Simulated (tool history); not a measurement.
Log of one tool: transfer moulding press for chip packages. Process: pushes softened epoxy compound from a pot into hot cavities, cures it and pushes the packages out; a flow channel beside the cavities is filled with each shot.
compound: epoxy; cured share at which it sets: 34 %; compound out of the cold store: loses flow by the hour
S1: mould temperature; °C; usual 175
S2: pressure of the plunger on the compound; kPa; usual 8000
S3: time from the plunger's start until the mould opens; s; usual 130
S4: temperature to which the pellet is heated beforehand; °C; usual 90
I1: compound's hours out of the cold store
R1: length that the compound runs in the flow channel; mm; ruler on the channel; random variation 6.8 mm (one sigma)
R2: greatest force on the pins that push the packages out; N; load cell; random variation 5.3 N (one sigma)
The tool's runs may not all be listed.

run,hour,S1,S2,S3,S4,I1,R1,R2
1,0,175,8000,130,90,39.2,733,199
2,62.3,175,8000,130,90,31.6,756,373
3,117.6,175,8000,130,90,28.2,753,424
# hour 131.4: cavities cleaned with cleaning compound and waxed
4,172.8,175,8000,130,90,8.7,818,368
5,249.9,175,8000,130,90,19.8,768,418
# hour 261.2: cavities cleaned with cleaning compound and waxed
6,298.7,170,8000,130,90,33.6,735,435
7,353.7,175,8000,155,90,38.9,704,363
# hour 389.3: cavities cleaned with cleaning compound and waxed
8,411.7,175,8000,155,90,17.3,753,244
# hour 467.1: plunger's sealing rings changed
9,469.9,175,8000,130,90,20.3,848,409
# hour 520.5: cavities cleaned with cleaning compound and waxed
10,547.2,175,8000,130,90,40.2,762,304
11,598.7,175,6420,130,90,16,751,402
# hour 650.3: cavities cleaned with cleaning compound and waxed
12,658.9,172,6420,126,90,8.9,785,313
13,710.4,181,9020,167,90,46.6,751,313
14,752.1,181,9020,167,90,47.2,748,331
# hour 777.7: cavities cleaned with cleaning compound and waxed
15,797.5,181,9020,167,90,30.6,792,228
16,855.9,175,8000,130,95,21.9,793,413
# hour 907.4: cavities cleaned with cleaning compound and waxed
17,907.5,175,8000,130,95,16.2,809,192
18,965.3,182,8000,130,100,16.6,774,322
19,1015.5,182,8000,130,100,18.5,758,356

5 ways to go on from here, each from the tool as it stands after run 19. What would each give?
# hour 1035.9: cavities cleaned with cleaning compound and waxed
# hour 1061.1: mould's thermocouples calibrated
A,1069.9,175,8000,112,90,12.2,?,?
# hour 1035.9: cavities cleaned with cleaning compound and waxed
# hour 1061.1: mould's thermocouples calibrated
B,1069.9,175,8000,130,93,46,?,?
# hour 1035.9: cavities cleaned with cleaning compound and waxed
# hour 1061.1: mould's thermocouples calibrated
C,1069.9,175,9580,159,90,37,?,?
# hour 1035.9: cavities cleaned with cleaning compound and waxed
# hour 1061.1: mould's thermocouples calibrated
D,1069.9,182,8000,130,86,22.5,?,?
# hour 1035.9: cavities cleaned with cleaning compound and waxed
# hour 1061.1: mould's thermocouples calibrated
E,1069.9,182,6190,130,100,21.1,?,?

run,R1,R2
A,803,388
B,695,301
C,792,291
D,736,271
E,655,257
Without the tool's hidden state the same runs would have given:
run,R1,R2
A,866,229
B,751,177
C,855,173
D,795,159
E,707,151

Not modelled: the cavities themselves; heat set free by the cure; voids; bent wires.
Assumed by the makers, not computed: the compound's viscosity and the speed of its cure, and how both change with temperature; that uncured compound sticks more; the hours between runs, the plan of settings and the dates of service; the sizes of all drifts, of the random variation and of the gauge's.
